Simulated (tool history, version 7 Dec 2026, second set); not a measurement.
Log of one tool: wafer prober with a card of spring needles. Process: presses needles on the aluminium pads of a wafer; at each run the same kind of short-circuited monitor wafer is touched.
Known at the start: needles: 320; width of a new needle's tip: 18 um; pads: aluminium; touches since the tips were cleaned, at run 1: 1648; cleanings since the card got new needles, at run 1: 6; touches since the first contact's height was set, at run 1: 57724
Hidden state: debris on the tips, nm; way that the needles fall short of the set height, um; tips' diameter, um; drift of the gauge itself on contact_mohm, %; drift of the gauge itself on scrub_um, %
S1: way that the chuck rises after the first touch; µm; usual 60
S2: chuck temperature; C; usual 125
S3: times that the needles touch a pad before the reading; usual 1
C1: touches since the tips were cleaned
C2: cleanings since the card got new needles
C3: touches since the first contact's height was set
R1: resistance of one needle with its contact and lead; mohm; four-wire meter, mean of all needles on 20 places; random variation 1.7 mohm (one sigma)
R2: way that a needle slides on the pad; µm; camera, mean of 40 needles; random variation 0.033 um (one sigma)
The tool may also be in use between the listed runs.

run	hour	S1	S2	S3	C1	C2	C3	R1	R2
1	0.0	60	125	1	1648	6	57724	329	7.51
# hour 24.8: tips cleaned on abrasive film
2	31.3	60	125	1	1765	7	66300	319	7.52
# hour 55.7: tips cleaned on abrasive film
3	55.7	60	125	1	0	8	72996	193	7.51
4	76.4	60	125	1	5711	8	78707	399	7.50
# hour 87.8: tips cleaned on abrasive film
5	108.0	60	125	1	5574	9	87384	400	7.46
# hour 118.1: tips cleaned on abrasive film
6	132.0	60	125	1	3823	10	93944	394	7.51
# hour 149.0: tips cleaned on abrasive film
7	153.0	60	125	3	1102	11	99710	220	7.50
# hour 182.3: tips cleaned on abrasive film
8	184.8	60	125	3	698	12	108439	207	7.43
9	212.0	60	125	3	8179	12	115920	255	7.45
# hour 214.6: tips cleaned on abrasive film
10	242.2	60	125	3	7580	13	124204	256	7.46
# hour 245.4: tips cleaned on abrasive film
11	271.9	60	125	3	7300	14	132359	253	7.42
# hour 278.4: tips cleaned on abrasive film
12	295.5	78	125	1	4704	15	138819	307	9.69
# hour 310.6: tips cleaned on abrasive film
13	313.9	60	56	1	911	16	143868	283	7.43
# hour 342.4: tips cleaned on abrasive film
14	345.6	54	125	1	875	17	152569	317	6.61
# hour 372.7: tips cleaned on abrasive film
15	372.7	54	125	1	0	18	159988	196	6.66
16	392.5	54	125	1	5462	18	165450	472	6.63
# hour 403.1: tips cleaned on abrasive film
17	415.9	60	27	1	3501	19	171856	411	7.40
# hour 433.7: tips cleaned on abrasive film
# hour 438.7: height of the first contact set anew
18	446.1	80	103	3	3321	20	2044	205	10.24
# hour 465.1: tips cleaned on abrasive film
19	476.2	75	73	1	3052	21	10299	302	9.55
# hour 496.4: tips cleaned on abrasive film
20	509.3	72	45	1	3564	22	19395	329	9.08
# hour 527.1: tips cleaned on abrasive film
21	534.1	63	68	2	1921	23	26174	262	7.92
22	555.8	45	30	1	7914	23	32167	633	5.65
# hour 558.6: tips cleaned on abrasive film
# hour 590.5: tips cleaned on abrasive film
23	593.6	43	39	1	852	25	42500	393	5.45
# hour 621.1: tips cleaned on abrasive film
24	628.7	43	36	3	2091	26	52150	304	5.40
# hour 653.2: tips cleaned on abrasive film
25	653.8	49	58	2	169	27	59034	212	6.16
# hour 684.3: tips cleaned on abrasive film
26	688.1	60	125	3	1054	28	68458	212	7.54
27	713.4	53	53	2	7998	28	75402	370	6.61
# hour 717.1: tips cleaned on abrasive film
# hour 748.3: tips cleaned on abrasive film
28	753.1	49	26	1	1331	30	86288	403	6.15
# hour 781.1: tips cleaned on abrasive film
29	791.5	49	26	1	2869	31	96843	525	6.06
# hour 811.6: tips cleaned on abrasive film
30	826.9	40	90	3	4199	32	106537	375	4.92
# hour 842.9: tips cleaned on abrasive film
31	843.5	56	72	1	182	33	111097	207	6.95
32	869.5	40	105	1	7333	33	118248	742	4.90
# hour 873.2: tips cleaned on abrasive film
33	898.1	40	105	1	6857	34	126100	751	4.92
# hour 905.5: tips cleaned on abrasive film
34	916.7	40	32	2	3069	35	131182	498	4.88

How the hidden state differs across the entries between the runs, from the last listed run before each to the first after it:
Between runs 1 and 2: tips cleaned on abrasive film (hour 24.8)
  debris on the tips, nm: 99.2 -> 91; way that the needles fall short of the set height, um: 0.62 -> 0.73; tips' diameter, um: 18.22 -> 18.26
  measured less the result without the state, R1: +159 -> +147 mohm; R2: -0.08 -> -0.09 µm
Between runs 2 and 3: tips cleaned on abrasive film (hour 55.7)
  debris on the tips, nm: 91 -> 13.5; way that the needles fall short of the set height, um: 0.73 -> 0.85; tips' diameter, um: 18.26 -> 18.3
  measured less the result without the state, R1: +147 -> +22 mohm; R2: -0.09 -> -0.11 µm
Between runs 4 and 5: tips cleaned on abrasive film (hour 87.8)
  debris on the tips, nm: 138.1 -> 138.4; way that the needles fall short of the set height, um: 0.85 -> 0.93; tips' diameter, um: 18.3 -> 18.33
  measured less the result without the state, R1: +227 -> +228 mohm; R2: -0.11 -> -0.12 µm
Between runs 5 and 6: tips cleaned on abrasive film (hour 118.1)
  debris on the tips, nm: 138.4 -> 134.6; way that the needles fall short of the set height, um: 0.93 -> 1.04; tips' diameter, um: 18.33 -> 18.37
  measured less the result without the state, R1: +228 -> +223 mohm; R2: -0.12 -> -0.14 µm
Between runs 6 and 7: tips cleaned on abrasive film (hour 149.0)
  debris on the tips, nm: 134.6 -> 82.9; way that the needles fall short of the set height, um: 1.04 -> 1.13; tips' diameter, um: 18.37 -> 18.4
  measured less the result without the state, R1: +223 -> +50 mohm; R2: -0.14 -> -0.14 µm
Between runs 7 and 8: tips cleaned on abrasive film (hour 182.3)
  debris on the tips, nm: 82.9 -> 62.3; way that the needles fall short of the set height, um: 1.13 -> 1.25; tips' diameter, um: 18.4 -> 18.44
  measured less the result without the state, R1: +50 -> +38 mohm; R2: -0.14 -> -0.16 µm
Between runs 9 and 10: tips cleaned on abrasive film (hour 214.6)
  debris on the tips, nm: 141.7 -> 141.5; way that the needles fall short of the set height, um: 1.25 -> 1.37; tips' diameter, um: 18.44 -> 18.48
  measured less the result without the state, R1: +85 -> +86 mohm; R2: -0.16 -> -0.17 µm
Between runs 10 and 11: tips cleaned on abrasive film (hour 245.4)
  debris on the tips, nm: 141.5 -> 140.8; way that the needles fall short of the set height, um: 1.37 -> 1.44; tips' diameter, um: 18.48 -> 18.5
  measured less the result without the state, R1: +86 -> +86 mohm; R2: -0.17 -> -0.19 µm
Between runs 11 and 12: tips cleaned on abrasive film (hour 278.4)
  debris on the tips, nm: 140.8 -> 134.4; way that the needles fall short of the set height, um: 1.44 -> 1.55; tips' diameter, um: 18.5 -> 18.54
  measured less the result without the state, R1: +86 -> +141 mohm; R2: -0.19 -> -0.19 µm
Between runs 12 and 13: tips cleaned on abrasive film (hour 310.6)
  debris on the tips, nm: 134.4 -> 64.8; way that the needles fall short of the set height, um: 1.55 -> 1.66; tips' diameter, um: 18.54 -> 18.58
  measured less the result without the state, R1: +141 -> +125 mohm; R2: -0.19 -> -0.21 µm
Between runs 13 and 14: tips cleaned on abrasive film (hour 342.4)
  debris on the tips, nm: 64.8 -> 67.4; way that the needles fall short of the set height, um: 1.66 -> 1.78; tips' diameter, um: 18.58 -> 18.62
  measured less the result without the state, R1: +125 -> +143 mohm; R2: -0.21 -> -0.22 µm
Between runs 14 and 15: tips cleaned on abrasive film (hour 372.7)
  debris on the tips, nm: 67.4 -> 9.3; way that the needles fall short of the set height, um: 1.78 -> 1.91; tips' diameter, um: 18.62 -> 18.67
  measured less the result without the state, R1: +143 -> +22 mohm; R2: -0.22 -> -0.24 µm
Between runs 16 and 17: tips cleaned on abrasive film (hour 403.1)
  debris on the tips, nm: 138.1 -> 127.3; way that the needles fall short of the set height, um: 1.91 -> 1.98; tips' diameter, um: 18.67 -> 18.69
  measured less the result without the state, R1: +297 -> +259 mohm; R2: -0.24 -> -0.25 µm
Between runs 17 and 18: tips cleaned on abrasive film (hour 433.7); height of the first contact set anew (hour 438.7)
  debris on the tips, nm: 127.3 -> 121.2; way that the needles fall short of the set height, um: 1.98 -> 0; tips' diameter, um: 18.69 -> 18.74
  measured less the result without the state, R1: +259 -> +45 mohm; R2: -0.25 -> +0.00 µm
Between runs 18 and 19: tips cleaned on abrasive film (hour 465.1)
  debris on the tips, nm: 121.2 -> 116.7; way that the needles fall short of the set height, um: 0 -> 0.1; tips' diameter, um: 18.74 -> 18.77
  measured less the result without the state, R1: +45 -> +143 mohm; R2: +0.00 -> -0.02 µm
Between runs 19 and 20: tips cleaned on abrasive film (hour 496.4)
  debris on the tips, nm: 116.7 -> 126.7; way that the needles fall short of the set height, um: 0.1 -> 0.19; tips' diameter, um: 18.77 -> 18.8
  measured less the result without the state, R1: +143 -> +174 mohm; R2: -0.02 -> -0.03 µm
Between runs 20 and 21: tips cleaned on abrasive film (hour 527.1)
  debris on the tips, nm: 126.7 -> 96.7; way that the needles fall short of the set height, um: 0.19 -> 0.28; tips' diameter, um: 18.8 -> 18.83
  measured less the result without the state, R1: +174 -> +100 mohm; R2: -0.03 -> -0.04 µm
Between runs 22 and 23: tips cleaned on abrasive film (hour 558.6); tips cleaned on abrasive film (hour 590.5)
  debris on the tips, nm: 141.9 -> 63; way that the needles fall short of the set height, um: 0.28 -> 0.43; tips' diameter, um: 18.83 -> 18.89
  measured less the result without the state, R1: +474 -> +230 mohm; R2: -0.03 -> -0.06 µm
Between runs 23 and 24: tips cleaned on abrasive film (hour 621.1)
  debris on the tips, nm: 63 -> 109.2; way that the needles fall short of the set height, um: 0.43 -> 0.52; tips' diameter, um: 18.89 -> 18.92
  measured less the result without the state, R1: +230 -> +144 mohm; R2: -0.06 -> -0.06 µm
Between runs 24 and 25: tips cleaned on abrasive film (hour 653.2)
  debris on the tips, nm: 109.2 -> 28.4; way that the needles fall short of the set height, um: 0.52 -> 0.64; tips' diameter, um: 18.92 -> 18.96
  measured less the result without the state, R1: +144 -> +49 mohm; R2: -0.06 -> -0.08 µm
Between runs 25 and 26: tips cleaned on abrasive film (hour 684.3)
  debris on the tips, nm: 28.4 -> 67.7; way that the needles fall short of the set height, um: 0.64 -> 0.74; tips' diameter, um: 18.96 -> 19
  measured less the result without the state, R1: +49 -> +43 mohm; R2: -0.08 -> -0.09 µm
Between runs 27 and 28: tips cleaned on abrasive film (hour 717.1); tips cleaned on abrasive film (hour 748.3)
  debris on the tips, nm: 142.1 -> 83; way that the needles fall short of the set height, um: 0.74 -> 0.98; tips' diameter, um: 19 -> 19.08
  measured less the result without the state, R1: +209 -> +249 mohm; R2: -0.10 -> -0.12 µm
Between runs 28 and 29: tips cleaned on abrasive film (hour 781.1)
  debris on the tips, nm: 83 -> 121.4; way that the needles fall short of the set height, um: 0.98 -> 1.08; tips' diameter, um: 19.08 -> 19.11
  measured less the result without the state, R1: +249 -> +369 mohm; R2: -0.12 -> -0.13 µm
Between runs 29 and 30: tips cleaned on abrasive film (hour 811.6)
  debris on the tips, nm: 121.4 -> 131.4; way that the needles fall short of the set height, um: 1.08 -> 1.2; tips' diameter, um: 19.11 -> 19.16
  measured less the result without the state, R1: +369 -> +197 mohm; R2: -0.13 -> -0.15 µm
Between runs 30 and 31: tips cleaned on abrasive film (hour 842.9)
  debris on the tips, nm: 131.4 -> 19.5; way that the needles fall short of the set height, um: 1.2 -> 1.29; tips' diameter, um: 19.16 -> 19.19
  measured less the result without the state, R1: +197 -> +45 mohm; R2: -0.15 -> -0.17 µm
Between runs 32 and 33: tips cleaned on abrasive film (hour 873.2)
  debris on the tips, nm: 141.5 -> 141.2; way that the needles fall short of the set height, um: 1.29 -> 1.4; tips' diameter, um: 19.19 -> 19.23
  measured less the result without the state, R1: +563 -> +572 mohm; R2: -0.16 -> -0.18 µm
Between runs 33 and 34: tips cleaned on abrasive film (hour 905.5)
  debris on the tips, nm: 141.2 -> 123.6; way that the needles fall short of the set height, um: 1.4 -> 1.51; tips' diameter, um: 19.23 -> 19.26
  measured less the result without the state, R1: +572 -> +337 mohm; R2: -0.18 -> -0.19 µm
